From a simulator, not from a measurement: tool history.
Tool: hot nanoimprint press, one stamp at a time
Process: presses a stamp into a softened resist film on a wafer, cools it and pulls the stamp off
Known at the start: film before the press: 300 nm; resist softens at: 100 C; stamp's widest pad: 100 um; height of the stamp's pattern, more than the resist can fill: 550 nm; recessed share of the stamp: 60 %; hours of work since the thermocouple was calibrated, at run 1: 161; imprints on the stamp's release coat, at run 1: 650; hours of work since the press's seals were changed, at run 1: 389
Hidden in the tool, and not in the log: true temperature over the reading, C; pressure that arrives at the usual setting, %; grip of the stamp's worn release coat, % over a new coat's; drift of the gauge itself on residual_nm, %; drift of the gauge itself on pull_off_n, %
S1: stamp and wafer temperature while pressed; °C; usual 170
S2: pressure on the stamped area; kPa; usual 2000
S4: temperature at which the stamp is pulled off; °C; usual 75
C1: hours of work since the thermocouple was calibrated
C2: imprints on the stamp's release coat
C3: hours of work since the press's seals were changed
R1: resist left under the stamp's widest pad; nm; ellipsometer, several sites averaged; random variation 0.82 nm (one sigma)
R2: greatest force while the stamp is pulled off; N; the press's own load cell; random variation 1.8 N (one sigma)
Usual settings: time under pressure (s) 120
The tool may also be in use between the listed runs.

Run 1, hour 0: usual settings; C1 161; C2 650; C3 389. Result: R1 110.8 nm, R2 177 N.
Run 2, hour 17.1: usual settings; C1 170; C2 684; C3 397. Result: R1 110 nm, R2 179 N.
Run 3, hour 33.6: usual settings; C1 178; C2 717; C3 405. Result: R1 109 nm, R2 177 N.
Run 4, hour 63.1: usual settings; C1 192; C2 776; C3 420. Result: R1 108.9 nm, R2 179 N.
Run 5, hour 86.5: usual settings; C1 204; C2 822; C3 431. Result: R1 108.4 nm, R2 176 N.
Run 6, hour 116.1: usual settings but S1 166 °C; C1 218; C2 881; C3 446. Result: R1 132.2 nm, R2 177 N.
Run 7, hour 150.9: usual settings but S1 166 °C; C1 236; C2 950; C3 463. Result: R1 130.9 nm, R2 175 N.
Run 8, hour 177.5: usual settings but S4 80 °C; C1 249; C2 1003; C3 476. Result: R1 108.1 nm, R2 167 N.
Run 9, hour 215.2: usual settings but S4 80 °C; C1 267; C2 1078; C3 495. Result: R1 109.6 nm, R2 169 N.
Run 10, hour 247.8: usual settings but S1 178 °C, S4 80 °C; C1 283; C2 1143; C3 511. Result: R1 77.1 nm, R2 165 N.
Run 11, hour 271.8: usual settings; C1 295; C2 1191; C3 522. Result: R1 109.7 nm, R2 178 N.
Run 12, hour 307.9: usual settings; C1 313; C2 1262; C3 540. Result: R1 109.3 nm, R2 178 N.
Run 13, hour 326.4: usual settings; C1 322; C2 1299; C3 549. Result: R1 108.9 nm, R2 181 N.
Run 14, hour 363.6: usual settings; C1 340; C2 1373; C3 568. Result: R1 111.5 nm, R2 177 N.
At hour 372.8: stamp cleaned and given a new release coat.
At hour 388.2: plate thermocouple calibrated.
Run 15, hour 405.2: usual settings but S2 3010 kPa; C1 8; C2 58; C3 584. Result: R1 86.9 nm, R2 179 N.
Run 16, hour 430.5: usual settings but S2 3010 kPa, time under pressure (s) 63, S4 76 °C; C1 21; C2 108; C3 596. Result: R1 113.5 nm, R2 177 N.
Run 17, hour 463.5: usual settings but S2 2650 kPa; C1 37; C2 174; C3 612. Result: R1 95.3 nm, R2 174 N.
Run 18, hour 495.8: usual settings but S1 159 °C, S2 1670 kPa, S4 66 °C; C1 53; C2 238; C3 628. Result: R1 194.6 nm, R2 201 N.
Run 19, hour 519.4: usual settings but S1 159 °C, S2 1670 kPa, S4 66 °C; C1 65; C2 285; C3 640. Result: R1 195.8 nm, R2 201 N.
Run 20, hour 539.6: usual settings but S1 177 °C, S4 67 °C; C1 75; C2 325; C3 650. Result: R1 79.3 nm, R2 196 N.
Run 21, hour 568.1: usual settings but S2 1890 kPa, S4 63 °C; C1 89; C2 382; C3 664. Result: R1 112.7 nm, R2 203 N.
Run 22, hour 590.7: usual settings but S2 1890 kPa, S4 63 °C; C1 100; C2 427; C3 675. Result: R1 113.1 nm, R2 206 N.
Run 23, hour 609.9: usual settings but S1 160 °C, S4 71 °C; C1 109; C2 465; C3 685. Result: R1 175.8 nm, R2 186 N.
Run 24, hour 647.7: usual settings but S2 1710 kPa, S4 77 °C; C1 128; C2 540; C3 703. Result: R1 119.6 nm, R2 175 N.
Run 25, hour 686.4: usual settings but S1 178 °C, S2 1230 kPa, time under pressure (s) 74, S4 81 °C; C1 147; C2 617; C3 722. Result: R1 119.7 nm, R2 165 N.
Run 26, hour 717.2: usual settings but S1 160 °C, S2 1230 kPa, time under pressure (s) 74, S4 78 °C; C1 162; C2 678; C3 737. Result: R1 235.1 nm, R2 170 N.
Run 27, hour 751.3: usual settings but S1 175 °C, S2 1550 kPa, time under pressure (s) 82, S4 68 °C; C1 179; C2 746; C3 754. Result: R1 115.3 nm, R2 194 N.
Run 28, hour 777.7: usual settings but S1 171 °C, S2 2420 kPa; C1 192; C2 798; C3 767. Result: R1 93.1 nm, R2 178 N.
Run 29, hour 808.7: usual settings but S1 171 °C, S2 2420 kPa; C1 207; C2 860; C3 782. Result: R1 93.7 nm, R2 177 N.

3 ways to go on from here, each from the tool as it stands after run 29. What would each give?
Run A, hour 829.8: usual settings but S1 171 °C, S2 1330 kPa, time under pressure (s) 153; C1 218; C2 902; C3 793. Result: R1 ?, R2 ?.
Run B, hour 829.8: usual settings but S2 1240 kPa, time under pressure (s) 88; C1 218; C2 902; C3 793. Result: R1 ?, R2 ?.
Run C, hour 829.8: usual settings but S4 72 °C; C1 218; C2 902; C3 793. Result: R1 ?, R2 ?.

run     R1   R2
  A  117.3  180
  B  155.6  181
  C  111.5  182
Without the tool's hidden state the same runs would have given:
run     R1   R2
  A    117  179
  B  155.3  180
  C  111.2  182
